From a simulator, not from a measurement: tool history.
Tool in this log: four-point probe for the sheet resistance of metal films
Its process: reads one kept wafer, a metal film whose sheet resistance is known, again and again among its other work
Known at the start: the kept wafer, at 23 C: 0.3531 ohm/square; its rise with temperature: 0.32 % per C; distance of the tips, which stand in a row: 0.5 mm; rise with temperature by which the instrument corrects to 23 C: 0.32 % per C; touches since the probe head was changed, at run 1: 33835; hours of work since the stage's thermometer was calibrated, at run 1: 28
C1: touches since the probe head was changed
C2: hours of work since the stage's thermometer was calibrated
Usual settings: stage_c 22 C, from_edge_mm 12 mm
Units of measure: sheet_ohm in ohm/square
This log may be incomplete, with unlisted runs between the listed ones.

{"run": 1, "hour": 0.0, "stage_c": 22, "from_edge_mm": 12, "C1": 33835, "C2": 28, "sheet_ohm": 0.353657}
{"run": 2, "hour": 76.6, "stage_c": 22, "from_edge_mm": 12, "C1": 34682, "C2": 67, "sheet_ohm": 0.353441}
{"run": 3, "hour": 145.6, "stage_c": 22, "from_edge_mm": 68, "C1": 35444, "C2": 103, "sheet_ohm": 0.353247}
{"run": 4, "hour": 205.5, "stage_c": 22, "from_edge_mm": 68, "C1": 36105, "C2": 133, "sheet_ohm": 0.353201}
{"run": 5, "hour": 240.7, "stage_c": 22, "from_edge_mm": 68, "C1": 36494, "C2": 151, "sheet_ohm": 0.353269}
{"run": 6, "hour": 290.4, "stage_c": 22, "from_edge_mm": 12, "C1": 37043, "C2": 176, "sheet_ohm": 0.353548}
{"run": 7, "hour": 345.2, "stage_c": 22, "from_edge_mm": 12, "C1": 37649, "C2": 204, "sheet_ohm": 0.35342}
{"run": 8, "hour": 413.4, "stage_c": 22, "from_edge_mm": 12, "C1": 38402, "C2": 239, "sheet_ohm": 0.35345}
{"run": 9, "hour": 466.6, "stage_c": 22, "from_edge_mm": 12, "C1": 38990, "C2": 266, "sheet_ohm": 0.353442}
{"run": 10, "hour": 540.6, "stage_c": 22, "from_edge_mm": 54, "C1": 39807, "C2": 304, "sheet_ohm": 0.353054}
{"run": 11, "hour": 617.2, "stage_c": 22, "from_edge_mm": 54, "C1": 40654, "C2": 343, "sheet_ohm": 0.353051}
{"run": 12, "hour": 659.4, "stage_c": 22, "from_edge_mm": 67, "C1": 41120, "C2": 365, "sheet_ohm": 0.352989}
{"run": 13, "hour": 695.7, "stage_c": 22, "from_edge_mm": 12, "C1": 41520, "C2": 383, "sheet_ohm": 0.35329}
{"run": 14, "hour": 770.7, "stage_c": 22, "from_edge_mm": 12, "C1": 42349, "C2": 422, "sheet_ohm": 0.353425}
{"run": 15, "hour": 844.3, "stage_c": 22, "from_edge_mm": 12, "C1": 43162, "C2": 459, "sheet_ohm": 0.353258}
{"run": 16, "hour": 909.7, "stage_c": 22, "from_edge_mm": 12, "C1": 43885, "C2": 493, "sheet_ohm": 0.35318}
{"run": 17, "hour": 985.4, "stage_c": 22, "from_edge_mm": 12, "C1": 44721, "C2": 531, "sheet_ohm": 0.353235}
{"run": 18, "hour": 1024.9, "stage_c": 22, "from_edge_mm": 12, "C1": 45157, "C2": 551, "sheet_ohm": 0.353234}
{"run": 19, "hour": 1100.5, "stage_c": 22, "from_edge_mm": 8, "C1": 45993, "C2": 590, "sheet_ohm": 0.353553}
{"run": 20, "hour": 1139.5, "stage_c": 28, "from_edge_mm": 12, "C1": 46424, "C2": 610, "sheet_ohm": 0.353194}
{"run": 21, "hour": 1174.1, "stage_c": 28, "from_edge_mm": 18, "C1": 46806, "C2": 628, "sheet_ohm": 0.352946}
{"run": 22, "hour": 1246.9, "stage_c": 28, "from_edge_mm": 18, "C1": 47610, "C2": 665, "sheet_ohm": 0.352965}
{"run": 23, "hour": 1300.3, "stage_c": 28, "from_edge_mm": 18, "C1": 48201, "C2": 692, "sheet_ohm": 0.352816}
{"run": 24, "hour": 1379.6, "stage_c": 20, "from_edge_mm": 46, "C1": 49076, "C2": 733, "sheet_ohm": 0.352897}
{"run": 25, "hour": 1435.0, "stage_c": 20, "from_edge_mm": 4, "C1": 49688, "C2": 761, "sheet_ohm": 0.355661}
{"run": 26, "hour": 1494.0, "stage_c": 26, "from_edge_mm": 15, "C1": 50339, "C2": 791, "sheet_ohm": 0.352961}
{"run": 27, "hour": 1534.2, "stage_c": 32, "from_edge_mm": 8, "C1": 50783, "C2": 812, "sheet_ohm": 0.353413}
{"run": 28, "hour": 1608.9, "stage_c": 27, "from_edge_mm": 17, "C1": 51609, "C2": 850, "sheet_ohm": 0.352819}
{"run": 29, "hour": 1668.0, "stage_c": 27, "from_edge_mm": 17, "C1": 52262, "C2": 880, "sheet_ohm": 0.352737}
{"run": 30, "hour": 1738.2, "stage_c": 19, "from_edge_mm": 5, "C1": 53037, "C2": 916, "sheet_ohm": 0.354476}
{"run": 31, "hour": 1802.1, "stage_c": 23, "from_edge_mm": 42, "C1": 53743, "C2": 948, "sheet_ohm": 0.352585}
{"run": 32, "hour": 1864.3, "stage_c": 33, "from_edge_mm": 4, "C1": 54431, "C2": 980, "sheet_ohm": 0.355542}
{"run": 33, "hour": 1931.7, "stage_c": 33, "from_edge_mm": 17, "C1": 55176, "C2": 1015, "sheet_ohm": 0.35268}
{"run": 34, "hour": 1977.0, "stage_c": 27, "from_edge_mm": 13, "C1": 55676, "C2": 1038, "sheet_ohm": 0.352706}
{"run": 35, "hour": 2052.1, "stage_c": 27, "from_edge_mm": 13, "C1": 56505, "C2": 1076, "sheet_ohm": 0.352673}
{"run": 36, "hour": 2086.2, "stage_c": 30, "from_edge_mm": 17, "C1": 56882, "C2": 1093, "sheet_ohm": 0.352543}
{"run": 37, "hour": 2127.4, "stage_c": 28, "from_edge_mm": 11, "C1": 57337, "C2": 1115, "sheet_ohm": 0.35289}
{"run": 38, "hour": 2187.8, "stage_c": 33, "from_edge_mm": 9, "C1": 58004, "C2": 1145, "sheet_ohm": 0.3531}
{"run": 39, "hour": 2266.2, "stage_c": 27, "from_edge_mm": 4, "C1": 58871, "C2": 1185, "sheet_ohm": 0.355138}
{"run": 40, "hour": 2337.3, "stage_c": 26, "from_edge_mm": 30, "C1": 59656, "C2": 1222, "sheet_ohm": 0.352406}
{"run": 41, "hour": 2403.7, "stage_c": 29, "from_edge_mm": 6, "C1": 60390, "C2": 1256, "sheet_ohm": 0.353635}
{"run": 42, "hour": 2437.2, "stage_c": 18, "from_edge_mm": 8, "C1": 60760, "C2": 1273, "sheet_ohm": 0.353084}
{"run": 43, "hour": 2478.5, "stage_c": 26, "from_edge_mm": 35, "C1": 61216, "C2": 1294, "sheet_ohm": 0.352371}
{"run": 44, "hour": 2557.1, "stage_c": 19, "from_edge_mm": 9, "C1": 62084, "C2": 1334, "sheet_ohm": 0.352945}

Table of differences, measured result less the result of that run with no hidden state. Run-to-run variation is the same in both. Gauge scatter possibly is not:
Unlogged tool condition in this case: inner tips' distance over the nominal, %; tips' flats over new ones', %; wafer's true temperature over the reading, C; drift of the gauge itself on sheet_ohm, %.
run=1 sheet_ohm=+0.000204
run=2 sheet_ohm=+0.000173
run=3 sheet_ohm=+0.000145
run=4 sheet_ohm=+0.000119
run=5 sheet_ohm=+0.000106
run=6 sheet_ohm=+0.000085
run=7 sheet_ohm=+0.000064
run=8 sheet_ohm=+0.000036
run=9 sheet_ohm=+0.000013
run=10 sheet_ohm=-0.000017
run=11 sheet_ohm=-0.000048
run=12 sheet_ohm=-0.000066
run=13 sheet_ohm=-0.000080
run=14 sheet_ohm=-0.000112
run=15 sheet_ohm=-0.000143
run=16 sheet_ohm=-0.000170
run=17 sheet_ohm=-0.000201
run=18 sheet_ohm=-0.000218
run=19 sheet_ohm=-0.000250
run=20 sheet_ohm=-0.000260
run=21 sheet_ohm=-0.000274
run=22 sheet_ohm=-0.000303
run=23 sheet_ohm=-0.000326
run=24 sheet_ohm=-0.000368
run=25 sheet_ohm=-0.000394
run=26 sheet_ohm=-0.000409
run=27 sheet_ohm=-0.000420
run=28 sheet_ohm=-0.000457
run=29 sheet_ohm=-0.000481
run=30 sheet_ohm=-0.000523
run=31 sheet_ohm=-0.000542
run=32 sheet_ohm=-0.000557
run=33 sheet_ohm=-0.000582
run=34 sheet_ohm=-0.000609
run=35 sheet_ohm=-0.000641
run=36 sheet_ohm=-0.000650
run=37 sheet_ohm=-0.000671
run=38 sheet_ohm=-0.000689
run=39 sheet_ohm=-0.000736
run=40 sheet_ohm=-0.000763
run=41 sheet_ohm=-0.000789
run=42 sheet_ohm=-0.000822
run=43 sheet_ohm=-0.000824
run=44 sheet_ohm=-0.000873
